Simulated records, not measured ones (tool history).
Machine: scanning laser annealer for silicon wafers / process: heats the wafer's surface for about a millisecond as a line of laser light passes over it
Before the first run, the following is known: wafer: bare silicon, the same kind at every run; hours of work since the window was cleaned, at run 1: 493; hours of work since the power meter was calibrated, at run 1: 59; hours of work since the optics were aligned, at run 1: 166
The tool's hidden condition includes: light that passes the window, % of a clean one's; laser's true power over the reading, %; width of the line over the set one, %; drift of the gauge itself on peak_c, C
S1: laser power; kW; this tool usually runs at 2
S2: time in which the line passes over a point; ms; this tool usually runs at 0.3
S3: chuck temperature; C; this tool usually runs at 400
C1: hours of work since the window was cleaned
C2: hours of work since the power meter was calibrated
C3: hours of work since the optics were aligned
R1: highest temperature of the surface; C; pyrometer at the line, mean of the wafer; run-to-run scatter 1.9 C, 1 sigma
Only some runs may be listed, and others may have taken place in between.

Run 1, hour 0: usual settings; C1 493; C2 59; C3 166. Result: R1 1149 C.
Run 2, hour 32.7: usual settings; C1 509; C2 74; C3 181. Result: R1 1148 C.
Run 3, hour 52.6: usual settings; C1 518; C2 83; C3 191. Result: R1 1149 C.
Run 4, hour 74.4: usual settings; C1 529; C2 94; C3 201. Result: R1 1147 C.
Run 5, hour 98.5: usual settings but S3 382 C; C1 540; C2 105; C3 212. Result: R1 1128 C.
Run 6, hour 115.5: usual settings; C1 548; C2 113; C3 220. Result: R1 1145 C.
Run 7, hour 143.4: usual settings but S2 0.346 ms; C1 561; C2 126; C3 233. Result: R1 1196 C.
Run 8, hour 165.9: usual settings but S2 0.346 ms; C1 572; C2 137; C3 244. Result: R1 1192 C.
Run 9, hour 182.6: usual settings but S2 0.346 ms; C1 580; C2 145; C3 252. Result: R1 1194 C.
Run 10, hour 211: usual settings but S2 0.346 ms; C1 593; C2 158; C3 265. Result: R1 1192 C.
Run 11, hour 240.5: usual settings but S2 0.346 ms; C1 607; C2 172; C3 279. Result: R1 1196 C.
Run 12, hour 258.3: usual settings but S1 2.195 kW; C1 615; C2 181; C3 288. Result: R1 1210 C.
Run 13, hour 285.4: usual settings but S1 2.177 kW, S3 385 C; C1 628; C2 193; C3 300. Result: R1 1184 C.
Run 14, hour 312.6: usual settings but S1 2.177 kW, S3 385 C; C1 641; C2 206; C3 313. Result: R1 1186 C.
Run 15, hour 345.3: usual settings but S1 2.177 kW, S3 385 C; C1 656; C2 222; C3 329. Result: R1 1186 C.

Here are 3 independent what-if runs from the current tool condition. What would each one return?
Run A, hour 374.3: usual settings but S1 2.031 kW, S2 0.218 ms, S3 382 C; C1 670; C2 235; C3 342. Result: R1 ?.
Run B, hour 374.3: usual settings but S1 1.791 kW, S2 0.296 ms, S3 418 C; C1 670; C2 235; C3 342. Result: R1 ?.
Run C, hour 374.3: usual settings but S1 1.857 kW, S2 0.299 ms; C1 670; C2 235; C3 342. Result: R1 ?.

run    R1
  A  1035
  B  1084
  C  1091
With no hidden state in the tool, these same runs would have given:
run    R1
  A  1060
  B  1109
  C  1118
